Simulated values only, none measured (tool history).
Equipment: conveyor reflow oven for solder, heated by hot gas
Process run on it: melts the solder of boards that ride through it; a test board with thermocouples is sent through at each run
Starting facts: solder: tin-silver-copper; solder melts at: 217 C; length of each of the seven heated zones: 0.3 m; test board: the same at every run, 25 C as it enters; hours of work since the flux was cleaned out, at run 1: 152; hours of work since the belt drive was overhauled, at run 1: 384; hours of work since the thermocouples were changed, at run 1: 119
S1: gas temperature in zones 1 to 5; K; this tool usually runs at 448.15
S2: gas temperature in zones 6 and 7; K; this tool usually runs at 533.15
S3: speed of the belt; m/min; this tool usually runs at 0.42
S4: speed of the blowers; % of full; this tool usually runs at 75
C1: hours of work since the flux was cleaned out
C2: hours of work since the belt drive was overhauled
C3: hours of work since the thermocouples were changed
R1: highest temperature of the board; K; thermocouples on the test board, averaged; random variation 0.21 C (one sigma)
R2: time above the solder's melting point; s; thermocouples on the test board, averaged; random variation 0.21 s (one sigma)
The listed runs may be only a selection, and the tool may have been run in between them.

Run 1, hour 0: usual settings; C1 152; C2 384; C3 119. Result: R1 519.55 K, R2 59.4 s.
Run 2, hour 9.1: usual settings; C1 157; C2 389; C3 124. Result: R1 519.75 K, R2 60 s.
Run 3, hour 19.3: usual settings but S1 446.15 K; C1 163; C2 395; C3 130. Result: R1 518.65 K, R2 58.6 s.
Run 4, hour 27.2: usual settings but S3 0.386 m/min; C1 167; C2 399; C3 134. Result: R1 521.45 K, R2 67.6 s.
Run 5, hour 36.1: usual settings but S3 0.386 m/min; C1 172; C2 404; C3 139. Result: R1 521.55 K, R2 68 s.
Run 6, hour 44.4: usual settings but S3 0.386 m/min; C1 177; C2 409; C3 144. Result: R1 521.45 K, R2 67.7 s.
Run 7, hour 53.3: usual settings but S3 0.386 m/min; C1 182; C2 414; C3 149. Result: R1 521.65 K, R2 68.3 s.
Run 8, hour 62.5: usual settings; C1 187; C2 419; C3 154. Result: R1 519.55 K, R2 59.3 s.

The next listed run, before its measurement:
Run 9, hour 71.8: usual settings but S1 450.15 K, S2 525.15 K, S3 0.391 m/min, S4 68 % of full; C1 192; C2 424; C3 159. Result: R1 ?, R2 ?.

R1: 513.45 K
R2: 59.6 s
On a tool with no hidden condition, and with the same random variation, this run would have come out at R1 513.45 K, R2 59.6 s.
